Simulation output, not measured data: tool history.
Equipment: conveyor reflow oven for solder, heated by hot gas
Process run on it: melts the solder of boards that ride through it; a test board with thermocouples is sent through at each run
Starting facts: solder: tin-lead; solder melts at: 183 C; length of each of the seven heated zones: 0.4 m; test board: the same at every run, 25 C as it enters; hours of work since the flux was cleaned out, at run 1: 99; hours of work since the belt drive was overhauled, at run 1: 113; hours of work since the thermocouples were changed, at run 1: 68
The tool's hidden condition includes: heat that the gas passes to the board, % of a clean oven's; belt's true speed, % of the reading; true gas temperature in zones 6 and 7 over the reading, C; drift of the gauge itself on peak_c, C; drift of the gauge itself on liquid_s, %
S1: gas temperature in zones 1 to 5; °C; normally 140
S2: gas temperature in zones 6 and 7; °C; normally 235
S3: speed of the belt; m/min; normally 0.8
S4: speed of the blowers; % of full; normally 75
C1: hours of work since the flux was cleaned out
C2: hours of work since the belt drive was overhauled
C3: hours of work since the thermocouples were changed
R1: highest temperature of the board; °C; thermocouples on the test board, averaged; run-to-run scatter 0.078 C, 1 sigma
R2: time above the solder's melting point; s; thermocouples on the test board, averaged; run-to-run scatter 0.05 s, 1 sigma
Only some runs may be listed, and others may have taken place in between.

{"run": 1, "hour": 0.0, "S1": 140, "S2": 235, "S3": 0.8, "S4": 75, "C1": 99, "C2": 113, "C3": 68, "R1": 216.55, "R2": 44.58}
{"run": 2, "hour": 9.8, "S1": 140, "S2": 235, "S3": 0.667, "S4": 75, "C1": 103, "C2": 117, "C3": 72, "R1": 221.96, "R2": 58.36}
{"run": 3, "hour": 14.7, "S1": 140, "S2": 235, "S3": 0.667, "S4": 75, "C1": 105, "C2": 119, "C3": 74, "R1": 222.11, "R2": 58.27}
{"run": 4, "hour": 24.5, "S1": 140, "S2": 247, "S3": 0.667, "S4": 75, "C1": 109, "C2": 124, "C3": 78, "R1": 232.79, "R2": 63.66}
{"run": 5, "hour": 31.0, "S1": 140, "S2": 247, "S3": 0.667, "S4": 75, "C1": 112, "C2": 126, "C3": 81, "R1": 232.86, "R2": 63.78}
{"run": 6, "hour": 39.2, "S1": 140, "S2": 247, "S3": 0.667, "S4": 75, "C1": 116, "C2": 130, "C3": 85, "R1": 232.79, "R2": 63.66}
{"run": 7, "hour": 49.0, "S1": 140, "S2": 235, "S3": 0.8, "S4": 75, "C1": 120, "C2": 134, "C3": 89, "R1": 216.73, "R2": 44.65}
{"run": 8, "hour": 59.7, "S1": 134, "S2": 242, "S3": 0.8, "S4": 63, "C1": 125, "C2": 139, "C3": 94, "R1": 217.68, "R2": 43.24}
{"run": 9, "hour": 66.8, "S1": 134, "S2": 247, "S3": 0.82, "S4": 78, "C1": 128, "C2": 142, "C3": 97, "R1": 225.26, "R2": 46.79}
{"run": 10, "hour": 72.8, "S1": 132, "S2": 247, "S3": 0.947, "S4": 78, "C1": 131, "C2": 145, "C3": 100, "R1": 218.98, "R2": 36.5}
{"run": 11, "hour": 82.4, "S1": 140, "S2": 244, "S3": 0.8, "S4": 62, "C1": 135, "C2": 149, "C3": 104, "R1": 220.46, "R2": 46.49}
{"run": 12, "hour": 89.9, "S1": 140, "S2": 244, "S3": 0.8, "S4": 62, "C1": 138, "C2": 153, "C3": 107, "R1": 220.47, "R2": 46.5}
{"run": 13, "hour": 100.4, "S1": 140, "S2": 235, "S3": 0.688, "S4": 75, "C1": 143, "C2": 157, "C3": 112, "R1": 221.25, "R2": 55.81}
{"run": 14, "hour": 106.5, "S1": 140, "S2": 235, "S3": 0.688, "S4": 75, "C1": 146, "C2": 160, "C3": 115, "R1": 221.23, "R2": 55.78}

Alternative continuations, all from the tool just after run 14; predict every row:
{"run": "A", "hour": 117.8, "S1": 140, "S2": 235, "S3": 0.742, "S4": 75, "C1": 151, "C2": 165, "C3": 120, "R1": "?", "R2": "?"}
{"run": "B", "hour": 117.8, "S1": 140, "S2": 235, "S3": 0.732, "S4": 78, "C1": 151, "C2": 165, "C3": 120, "R1": "?", "R2": "?"}
{"run": "C", "hour": 117.8, "S1": 143, "S2": 235, "S3": 0.687, "S4": 59, "C1": 151, "C2": 165, "C3": 120, "R1": "?", "R2": "?"}

run=A R1=218.92 R2=50.19
run=B R1=219.99 R2=51.54
run=C R1=218.05 R2=54.27
What these runs would have given with no unlogged condition in the tool:
run=A R1=218.93 R2=50.19
run=B R1=220 R2=51.55
run=C R1=218.06 R2=54.28
